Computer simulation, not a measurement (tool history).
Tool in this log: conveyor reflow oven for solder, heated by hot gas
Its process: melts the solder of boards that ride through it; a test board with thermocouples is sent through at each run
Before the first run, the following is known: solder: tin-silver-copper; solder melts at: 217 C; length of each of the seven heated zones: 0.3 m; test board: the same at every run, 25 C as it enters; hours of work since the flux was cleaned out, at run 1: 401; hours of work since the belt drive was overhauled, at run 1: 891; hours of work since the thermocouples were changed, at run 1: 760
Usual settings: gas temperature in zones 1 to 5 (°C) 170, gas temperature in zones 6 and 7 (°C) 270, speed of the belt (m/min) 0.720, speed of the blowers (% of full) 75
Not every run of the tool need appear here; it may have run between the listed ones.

| run | hour | gas temperature in zones 1 to 5 (°C) | gas temperature in zones 6 and 7 (°C) | speed of the belt (m/min) | speed of the blowers (% of full) | hours of work since the flux was cleaned out | hours of work since the belt drive was overhauled | hours of work since the thermocouples were changed | highest temperature of the board (°C) | time above the solder's melting point (s) |
|---|---|---|---|---|---|---|---|---|---|---|
| 1 | 0.0 | 170 | 270 | 0.720 | 75 | 401 | 891 | 760 | 259.7 | 40.8 |
| 2 | 13.0 | 170 | 270 | 0.616 | 75 | 411 | 901 | 770 | 262.9 | 50.2 |
| 3 | 27.3 | 170 | 270 | 0.616 | 75 | 422 | 912 | 780 | 262.4 | 49.7 |
| 4 | 53.6 | 170 | 270 | 0.616 | 75 | 441 | 931 | 800 | 262.6 | 50.1 |
| 5 | 78.9 | 170 | 270 | 0.616 | 75 | 460 | 950 | 819 | 262.8 | 50.4 |
| 6 | 103.8 | 170 | 270 | 0.616 | 75 | 478 | 968 | 837 | 262.8 | 50.7 |
|  | 116.4 | flux residue cleaned out of gas plates and filters |
| 7 | 132.1 | 170 | 270 | 0.616 | 75 | 12 | 986 | 854 | 265.7 | 51.6 |
| 8 | 156.9 | 170 | 270 | 0.616 | 75 | 30 | 1004 | 873 | 264.7 | 51.1 |
|  | 186.7 | belt drive overhauled, speed set with a stopwatch |
| 9 | 191.1 | 170 | 270 | 0.616 | 79 | 52 | 3 | 895 | 266.1 | 52.0 |
| 10 | 221.5 | 170 | 271 | 0.616 | 79 | 75 | 26 | 918 | 267.0 | 52.8 |
| 11 | 239.6 | 166 | 271 | 0.616 | 79 | 88 | 39 | 931 | 265.7 | 52.1 |
| 12 | 259.5 | 166 | 271 | 0.616 | 79 | 103 | 54 | 946 | 266.1 | 52.0 |
| 13 | 272.7 | 166 | 271 | 0.749 | 79 | 113 | 64 | 956 | 261.6 | 40.4 |
|  | 296.4 | belt drive overhauled, speed set with a stopwatch, once more |
| 14 | 306.8 | 170 | 270 | 0.720 | 75 | 135 | 8 | 978 | 260.1 | 40.7 |
| 15 | 322.0 | 161 | 270 | 0.630 | 75 | 147 | 19 | 989 | 262.6 | 46.5 |
| 16 | 338.2 | 170 | 270 | 0.720 | 61 | 159 | 31 | 1001 | 255.9 | 38.6 |
| 17 | 358.1 | 181 | 266 | 0.720 | 61 | 173 | 46 | 1016 | 254.6 | 40.7 |
| 18 | 380.0 | 181 | 266 | 0.720 | 61 | 190 | 62 | 1032 | 254.8 | 39.2 |
| 19 | 396.2 | 161 | 262 | 0.732 | 55 | 202 | 74 | 1044 | 245.4 | 29.9 |
| 20 | 426.6 | 182 | 260 | 0.849 | 72 | 224 | 97 | 1067 | 247.1 | 30.7 |
| 21 | 441.9 | 182 | 260 | 0.680 | 72 | 236 | 108 | 1078 | 253.5 | 43.4 |
| 22 | 455.1 | 170 | 259 | 0.720 | 83 | 245 | 118 | 1088 | 251.2 | 37.5 |
| 23 | 481.4 | 170 | 278 | 0.749 | 72 | 265 | 137 | 1108 | 264.8 | 40.7 |
| 24 | 511.4 | 165 | 278 | 0.679 | 55 | 287 | 159 | 1130 | 262.7 | 42.5 |
|  | 535.3 | thermocouples of zones 6 and 7 changed |
| 25 | 540.6 | 165 | 278 | 0.679 | 55 | 307 | 180 | 4 | 260.3 | 42.1 |
| 26 | 559.3 | 171 | 260 | 0.673 | 52 | 321 | 194 | 18 | 244.2 | 34.8 |
| 27 | 588.4 | 161 | 276 | 0.608 | 74 | 343 | 215 | 39 | 266.0 | 49.1 |
| 28 | 614.9 | 161 | 276 | 0.608 | 74 | 362 | 235 | 59 | 265.4 | 49.6 |

Each run again, without the hidden state but with its own random variation kept:
The hidden state here: heat that the gas passes to the board, % of a clean oven's; belt's true speed, % of the reading; true gas temperature in zones 6 and 7 over the reading, C; drift of the gauge itself on peak_c, C; drift of the gauge itself on liquid_s, %.
| run | highest temperature of the board (°C) | time above the solder's melting point (s) |
|---|---|---|
| 1 | 259.5 | 40.0 |
| 2 | 262.3 | 49.1 |
| 3 | 261.9 | 48.6 |
| 4 | 262.1 | 49.0 |
| 5 | 262.3 | 49.3 |
| 6 | 262.4 | 49.6 |
| 7 | 263.2 | 49.4 |
| 8 | 262.3 | 48.9 |
| 9 | 263.5 | 49.0 |
| 10 | 264.4 | 49.8 |
| 11 | 263.1 | 49.0 |
| 12 | 263.5 | 48.9 |
| 13 | 258.9 | 37.8 |
| 14 | 258.7 | 40.4 |
| 15 | 261.1 | 46.1 |
| 16 | 254.6 | 38.1 |
| 17 | 253.2 | 40.2 |
| 18 | 253.4 | 38.8 |
| 19 | 244.2 | 29.4 |
| 20 | 246.1 | 30.4 |
| 21 | 252.0 | 42.9 |
| 22 | 250.0 | 37.3 |
| 23 | 263.9 | 40.4 |
| 24 | 261.5 | 42.0 |
| 25 | 261.9 | 42.7 |
| 26 | 245.6 | 35.8 |
| 27 | 267.7 | 49.7 |
| 28 | 267.2 | 50.2 |
